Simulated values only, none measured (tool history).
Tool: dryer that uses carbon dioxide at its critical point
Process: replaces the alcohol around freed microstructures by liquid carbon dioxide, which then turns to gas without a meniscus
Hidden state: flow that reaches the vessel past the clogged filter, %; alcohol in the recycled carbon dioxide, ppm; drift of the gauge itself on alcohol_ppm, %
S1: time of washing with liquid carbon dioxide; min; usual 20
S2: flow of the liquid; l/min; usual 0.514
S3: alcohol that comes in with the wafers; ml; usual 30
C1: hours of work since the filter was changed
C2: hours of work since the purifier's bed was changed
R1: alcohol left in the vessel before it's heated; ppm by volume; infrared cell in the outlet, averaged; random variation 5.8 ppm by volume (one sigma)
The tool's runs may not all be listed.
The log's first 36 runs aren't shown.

run,day,S1,S2,S3,C1,C2,R1
37,75.433,27,0.514,60,59,983,317
38,78.225,22,0.339,83,96,1021,2416
39,80.962,26,0.672,30,133,1058,242
40,82.575,21,0.787,30,155,1080,239
41,84.858,27,0.349,116,186,1110,1962
42,86.554,27,0.349,116,208,1133,2003
# day 88.638: inlet filter changed
43,88.638,27,0.349,116,0,1161,1379
# day 89.262: purifier's bed changed
44,91.196,13,0.322,116,33,26,10870
45,92.688,15,0.678,42,53,46,307

Forecast each of these 4 alternatives for the next run:
A,95.654,16,0.397,42,93,86,?
B,95.654,15,0.577,42,93,86,?
C,95.654,15,0.388,42,93,86,?
D,95.654,15,0.508,69,93,86,?

run,R1
A,1686
B,635
C,2120
D,1628
Without the tool's hidden state the same runs would have given:
run,R1
A,1449
B,508
C,1847
D,1357
